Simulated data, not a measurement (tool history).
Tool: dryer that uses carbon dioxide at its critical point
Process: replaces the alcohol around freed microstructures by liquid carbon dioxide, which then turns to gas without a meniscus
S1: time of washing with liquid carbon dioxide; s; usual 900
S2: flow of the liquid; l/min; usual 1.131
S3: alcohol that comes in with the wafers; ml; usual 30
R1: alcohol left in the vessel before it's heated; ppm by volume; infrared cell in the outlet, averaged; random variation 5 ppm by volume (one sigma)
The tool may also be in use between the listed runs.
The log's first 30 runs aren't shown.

| run | hour | S1 | S2 | S3 | R1 |
|---|---|---|---|---|---|
| 31 | 407.9 | 600 | 1.920 | 30 | 44 |
| 32 | 420.4 | 1320 | 1.131 | 30 | 47 |
| 33 | 433.0 | 540 | 1.090 | 31 | 302 |
| 34 | 450.3 | 660 | 0.860 | 34 | 395 |
| 35 | 461.7 | 600 | 0.980 | 27 | 286 |
| 36 | 470.4 | 720 | 1.131 | 30 | 105 |
| 37 | 482.3 | 540 | 1.131 | 30 | 259 |
| 38 | 494.5 | 780 | 1.200 | 30 | 70 |
| 39 | 509.2 | 900 | 1.910 | 24 | 41 |
| 40 | 519.9 | 900 | 1.910 | 24 | 50 |
| 41 | 537.5 | 780 | 1.090 | 116 | 210 |
| 42 | 549.8 | 1320 | 0.770 | 36 | 73 |
| 43 | 559.7 | 1320 | 1.660 | 56 | 41 |

Run 44 comes next. What will it give?
| 44 | 575.0 | 1320 | 1.660 | 56 | ? |

R1: 46 ppm by volume
Without the tool's hidden state the same run would have given R1 2 ppm by volume.
